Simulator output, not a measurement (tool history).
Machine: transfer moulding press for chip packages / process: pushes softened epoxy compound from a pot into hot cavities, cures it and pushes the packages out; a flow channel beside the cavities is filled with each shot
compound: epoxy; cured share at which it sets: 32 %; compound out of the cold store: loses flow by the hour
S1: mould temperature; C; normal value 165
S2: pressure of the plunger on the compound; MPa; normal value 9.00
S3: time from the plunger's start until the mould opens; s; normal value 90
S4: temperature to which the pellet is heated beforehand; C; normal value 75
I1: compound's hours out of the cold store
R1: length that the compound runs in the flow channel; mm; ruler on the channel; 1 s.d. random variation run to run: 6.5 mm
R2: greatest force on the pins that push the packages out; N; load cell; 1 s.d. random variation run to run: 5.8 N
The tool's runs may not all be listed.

run 1 hour=0.0 | S1=165 S2=9.00 S3=90 S4=75 | I1=27.4 | R1=861 R2=315
run 2 hour=9.2 | S1=165 S2=9.00 S3=86 S4=75 | I1=14.9 | R1=899 R2=376
-- hour=23.8 cavities cleaned with cleaning compound and waxed
run 3 hour=25.0 | S1=165 S2=9.00 S3=90 S4=75 | I1=24.0 | R1=871 R2=237
run 4 hour=33.6 | S1=165 S2=9.00 S3=90 S4=75 | I1=26.2 | R1=853 R2=288
run 5 hour=50.5 | S1=165 S2=9.00 S3=90 S4=75 | I1=45.4 | R1=800 R2=326
-- hour=60.4 plunger's sealing rings changed
run 6 hour=66.6 | S1=165 S2=9.00 S3=90 S4=75 | I1=16.8 | R1=976 R2=396
-- hour=72.4 cavities cleaned with cleaning compound and waxed
run 7 hour=77.6 | S1=165 S2=9.00 S3=90 S4=75 | I1=44.9 | R1=878 R2=256
run 8 hour=93.9 | S1=165 S2=9.00 S3=90 S4=75 | I1=19.1 | R1=959 R2=343
run 9 hour=105.2 | S1=165 S2=9.00 S3=90 S4=75 | I1=22.4 | R1=952 R2=372
-- hour=117.8 cavities cleaned with cleaning compound and waxed
run 10 hour=119.2 | S1=165 S2=9.00 S3=90 S4=75 | I1=36.6 | R1=908 R2=220
run 11 hour=138.5 | S1=165 S2=9.00 S3=90 S4=82 | I1=27.1 | R1=932 R2=317
run 12 hour=155.9 | S1=165 S2=10.05 S3=90 S4=75 | I1=32.2 | R1=968 R2=385
-- hour=163.5 cavities cleaned with cleaning compound and waxed
run 13 hour=177.9 | S1=165 S2=9.00 S3=90 S4=75 | I1=13.9 | R1=954 R2=316
run 14 hour=194.3 | S1=165 S2=9.00 S3=90 S4=75 | I1=33.0 | R1=886 R2=365
-- hour=208.9 cavities cleaned with cleaning compound and waxed
run 15 hour=213.3 | S1=165 S2=9.00 S3=90 S4=75 | I1=10.1 | R1=966 R2=258
run 16 hour=231.2 | S1=165 S2=9.00 S3=82 S4=75 | I1=28.3 | R1=893 R2=400
-- hour=235.0 mould's thermocouples calibrated
run 17 hour=251.7 | S1=165 S2=9.00 S3=82 S4=75 | I1=46.7 | R1=856 R2=458
-- hour=255.8 cavities cleaned with cleaning compound and waxed
run 18 hour=272.0 | S1=161 S2=7.00 S3=90 S4=75 | I1=18.2 | R1=821 R2=425
run 19 hour=291.6 | S1=161 S2=7.00 S3=90 S4=75 | I1=18.7 | R1=831 R2=497
-- hour=301.9 cavities cleaned with cleaning compound and waxed
run 20 hour=303.3 | S1=161 S2=8.41 S3=72 S4=70 | I1=32.2 | R1=868 R2=531
run 21 hour=323.7 | S1=165 S2=9.00 S3=90 S4=69 | I1=43.7 | R1=833 R2=343
run 22 hour=334.0 | S1=165 S2=9.00 S3=90 S4=69 | I1=22.9 | R1=904 R2=377
-- hour=347.7 cavities cleaned with cleaning compound and waxed
-- hour=350.7 mould's thermocouples calibrated, once more
run 23 hour=356.5 | S1=165 S2=10.07 S3=90 S4=69 | I1=17.6 | R1=974 R2=266
run 24 hour=368.9 | S1=166 S2=9.94 S3=98 S4=76 | I1=38.2 | R1=883 R2=260
run 25 hour=378.8 | S1=169 S2=7.48 S3=98 S4=76 | I1=12.1 | R1=826 R2=269
run 26 hour=387.7 | S1=165 S2=9.00 S3=72 S4=84 | I1=35.1 | R1=849 R2=580
-- hour=395.3 cavities cleaned with cleaning compound and waxed
run 27 hour=404.9 | S1=168 S2=9.00 S3=70 S4=75 | I1=39.6 | R1=835 R2=377
run 28 hour=415.2 | S1=170 S2=10.69 S3=81 S4=75 | I1=46.6 | R1=884 R2=274
run 29 hour=435.7 | S1=170 S2=10.69 S3=81 S4=75 | I1=28.4 | R1=924 R2=334

Results for each run, recomputed without the tool's hidden state and with each run's random variation untouched:
Unlogged tool condition in this case: true mould temperature over the reading, C; pressure that reaches the compound, % of what is set; grip of the stained cavities, % over clean ones'; drift of the gauge itself on flow_mm, %; drift of the gauge itself on push_out_n, %.
run=1 R1=944 R2=221
run=2 R1=987 R2=234
run=3 R1=960 R2=223
run=4 R1=943 R2=219
run=5 R1=888 R2=201
run=6 R1=980 R2=225
run=7 R1=884 R2=216
run=8 R1=968 R2=224
run=9 R1=963 R2=222
run=10 R1=921 R2=205
run=11 R1=949 R2=209
run=12 R1=989 R2=223
run=13 R1=980 R2=221
run=14 R1=913 R2=217
run=15 R1=1001 R2=216
run=16 R1=928 R2=255
run=17 R1=893 R2=248
run=18 R1=860 R2=284
run=19 R1=874 R2=277
run=20 R1=916 R2=477
run=21 R1=883 R2=219
run=22 R1=961 R2=214
run=23 R1=1044 R2=219
run=24 R1=949 R2=177
run=25 R1=890 R2=167
run=26 R1=917 R2=343
run=27 R1=906 R2=296
run=28 R1=961 R2=186
run=29 R1=1010 R2=196

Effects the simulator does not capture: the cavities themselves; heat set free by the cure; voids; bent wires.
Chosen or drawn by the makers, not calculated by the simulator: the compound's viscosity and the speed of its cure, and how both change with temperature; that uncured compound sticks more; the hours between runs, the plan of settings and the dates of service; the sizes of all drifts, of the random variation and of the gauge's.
